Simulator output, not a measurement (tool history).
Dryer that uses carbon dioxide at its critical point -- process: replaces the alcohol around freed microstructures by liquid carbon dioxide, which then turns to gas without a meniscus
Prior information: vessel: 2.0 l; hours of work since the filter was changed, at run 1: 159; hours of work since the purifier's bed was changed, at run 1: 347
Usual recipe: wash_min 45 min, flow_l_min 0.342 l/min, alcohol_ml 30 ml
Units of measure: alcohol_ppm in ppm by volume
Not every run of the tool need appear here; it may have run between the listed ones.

run,hour,wash_min,flow_l_min,alcohol_ml,hours of work since the filter was changed,hours of work since the purifier's bed was changed,alcohol_ppm
1,0,45,0.342,30,159,347,58
2,42.6,45,0.544,30,184,371,40
3,82.7,45,0.544,30,207,395,37
4,137.1,45,0.544,30,239,426,42
5,196.3,45,0.544,30,273,460,37
# hour 212.5: inlet filter changed
6,227.8,45,0.342,30,9,478,58
7,256.4,45,0.342,30,25,495,61
8,285.5,45,0.342,30,42,511,68
9,327.9,45,0.342,30,67,536,65
10,362.9,45,0.342,30,87,556,62
11,400.1,45,0.342,30,109,578,73
12,430.7,45,0.342,30,126,596,68
13,484.8,64,0.342,30,158,627,53
14,520.6,45,0.342,30,179,648,74
15,554.9,45,0.342,57,198,667,108
16,601,45,0.342,57,225,694,107
17,663.8,45,0.342,42,261,731,93
# hour 700.5: inlet filter changed
18,707,32,0.342,42,4,755,223
19,775.6,32,0.342,42,43,795,232
20,821.3,45,0.342,30,70,821,85
21,849.9,45,0.342,30,87,838,84
22,885.7,45,0.342,30,107,859,85
23,915.5,45,0.342,30,125,876,89
24,950.9,45,0.342,30,145,896,96
25,988.3,55,0.253,44,167,918,130
26,1044.7,43,0.473,44,199,951,88
27,1076.7,54,0.381,93,218,969,84
28,1127.8,56,0.381,93,247,999,81
# hour 1187.6: inlet filter changed
29,1188.6,32,0.32,66,1,1033,419
# hour 1207.2: purifier's bed changed
30,1250.5,32,0.32,66,35,25,369
31,1316.4,49,0.43,34,73,63,7
32,1381.3,45,0.529,38,110,101,11
33,1430,46,0.378,38,139,129,25
34,1474.2,37,0.428,47,164,155,50
35,1535.9,45,0.342,24,200,190,36
36,1599.3,53,0.342,29,237,227,37
37,1628.7,53,0.342,29,254,244,33
# hour 1678.1: inlet filter changed
38,1691,34,0.404,53,7,280,97
39,1757.2,34,0.28,24,46,318,205
40,1820,37,0.219,30,82,354,427
41,1878.2,36,0.497,26,116,388,50
42,1913.8,34,0.409,26,137,409,74
43,1957.6,34,0.409,26,162,434,81
44,2007,34,0.409,36,191,463,94
45,2069.1,45,0.342,55,226,499,86
46,2101.7,34,0.224,30,245,518,652
47,2135.3,34,0.224,30,265,537,661

Consider 3 possible next runs. They are alternatives, not a sequence: every one starts from the tool as it was left by run 47. What does each give?
# hour 2164.6: inlet filter changed
A,2165.1,45,0.392,30,0,554,?
# hour 2164.6: inlet filter changed
B,2165.1,29,0.256,57,0,554,?
# hour 2164.6: inlet filter changed
C,2165.1,52,0.334,60,0,554,?

run,alcohol_ppm
A,49
B,1000
C,56
With no hidden state in the tool, these same runs would have given:
run,alcohol_ppm
A,7
B,945
C,14
